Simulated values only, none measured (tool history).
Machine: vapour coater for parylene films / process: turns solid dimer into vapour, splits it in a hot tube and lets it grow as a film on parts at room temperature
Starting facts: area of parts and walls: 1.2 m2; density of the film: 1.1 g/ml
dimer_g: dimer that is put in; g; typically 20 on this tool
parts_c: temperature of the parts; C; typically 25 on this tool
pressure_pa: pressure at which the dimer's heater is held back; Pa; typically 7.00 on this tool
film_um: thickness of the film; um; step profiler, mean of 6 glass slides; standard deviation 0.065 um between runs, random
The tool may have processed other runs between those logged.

Run 1, hour 0.0: usual settings. Result: film_um 7.74 um.
Run 2, hour 24.0: usual settings. Result: film_um 7.82 um.
Run 3, hour 36.5: usual settings. Result: film_um 7.63 um.
Run 4, hour 64.9: usual settings. Result: film_um 7.66 um.
Run 5, hour 85.5: usual settings. Result: film_um 7.69 um.
Run 6, hour 104.4: usual settings. Result: film_um 7.62 um.
Run 7, hour 121.6: usual settings. Result: film_um 7.55 um.
Run 8, hour 133.5: usual settings. Result: film_um 7.69 um.
Run 9, hour 147.1: usual settings but parts_c 27 C. Result: film_um 7.25 um.
Run 10, hour 175.0: usual settings but parts_c 19 C. Result: film_um 8.76 um.
Run 11, hour 197.2: usual settings but dimer_g 36 g, parts_c 32 C, pressure_pa 2.76 Pa. Result: film_um 13.11 um.
Run 12, hour 222.0: usual settings but dimer_g 25 g, parts_c 26 C, pressure_pa 2.53 Pa. Result: film_um 10.72 um.
Run 13, hour 240.8: usual settings but pressure_pa 2.08 Pa. Result: film_um 9.10 um.
Run 14, hour 254.5: usual settings but dimer_g 11 g, parts_c 24 C, pressure_pa 4.72 Pa. Result: film_um 4.41 um.
Run 15, hour 267.3: usual settings but dimer_g 12 g, parts_c 30 C, pressure_pa 4.16 Pa. Result: film_um 4.26 um.
Run 16, hour 279.3: usual settings but parts_c 22 C. Result: film_um 8.07 um.
Run 17, hour 301.8: usual settings but dimer_g 18 g, parts_c 23 C. Result: film_um 7.18 um.
Run 18, hour 316.3: usual settings but dimer_g 13 g, pressure_pa 7.94 Pa. Result: film_um 4.69 um.
Run 19, hour 336.3: usual settings but dimer_g 13 g, pressure_pa 7.94 Pa. Result: film_um 4.64 um.

Expected results for the next run?
Run 20, hour 353.4: usual settings but dimer_g 13 g, pressure_pa 7.94 Pa. Result: film_um ?.

film_um: 4.60 um
On a tool with no hidden condition, and with the same random variation, this run would have come out at film_um 4.85 um.

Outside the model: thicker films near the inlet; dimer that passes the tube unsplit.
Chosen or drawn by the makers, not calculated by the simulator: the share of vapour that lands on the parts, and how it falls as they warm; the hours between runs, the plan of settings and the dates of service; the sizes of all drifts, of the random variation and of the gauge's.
